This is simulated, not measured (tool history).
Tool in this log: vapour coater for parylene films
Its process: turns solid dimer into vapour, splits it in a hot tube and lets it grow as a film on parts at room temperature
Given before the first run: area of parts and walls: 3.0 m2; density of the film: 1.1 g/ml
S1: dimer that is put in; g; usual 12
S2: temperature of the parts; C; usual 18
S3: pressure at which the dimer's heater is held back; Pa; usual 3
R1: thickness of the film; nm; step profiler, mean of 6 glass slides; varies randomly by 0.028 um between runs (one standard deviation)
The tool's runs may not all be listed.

run   hour  S1  S2    S3    R1
  1      0  12  18     3  2170
  2   16.8   5  18     3   900
  3   45.2   5  18     3   900
  4   58.7  12  18  4.69  1980
  5   72.8  12  18     3  2140
  6    103   6  18     3  1030
  7  134.5   6  18     3  1020
  8  162.8  12  18     3  2050
  9  194.8  12  18     3  2100
     201.5  -- trap's valve overhauled
 10  222.5  12  18     3  1990
 11    241  12  18     3  2050
 12  262.4   7  18     3  1180
 13  285.3   7  18     3  1200
 14  299.9   7  18     3  1180
 15  329.4   7  18     3  1160
 16  350.5   7  18     3  1090
 17  380.5   7  18     3  1140
     388.3  -- trap's valve overhauled, once more
 18  397.8  17  27  4.21  2220
 19  415.3   8  25   7.4  1050
 20  439.6   9  17   7.4  1610
 21  469.9  21  18  2.21  4400
 22    492  18  18  5.71  3130
 23  508.2  18  18  2.99  3500
 24    534  20  15   7.5  3670
 25  550.6  13  11   2.2  3400
 26  573.9  12  27  2.26  1730
 27    596  12  27  2.26  1730
 28  625.3  12  14  6.61  2320
 29  649.4   5  25  6.46   630
 30  666.1  12  16  2.76  2410
 31  692.9  12  27   8.5  1320
 32  710.4  12  27   8.5  1320

Below are 3 alternative next runs, each starting from the tool's condition after run 32. Predict each:
  A  733.7   8  27  5.56   ?
  B  733.7  16  20  7.09   ?
  C  733.7  12  15  5.61   ?

run    R1
  A   900
  B  2370
  C  2200
Had the tool no hidden state, the same runs would have come out as:
run    R1
  A   980
  B  2590
  C  2400
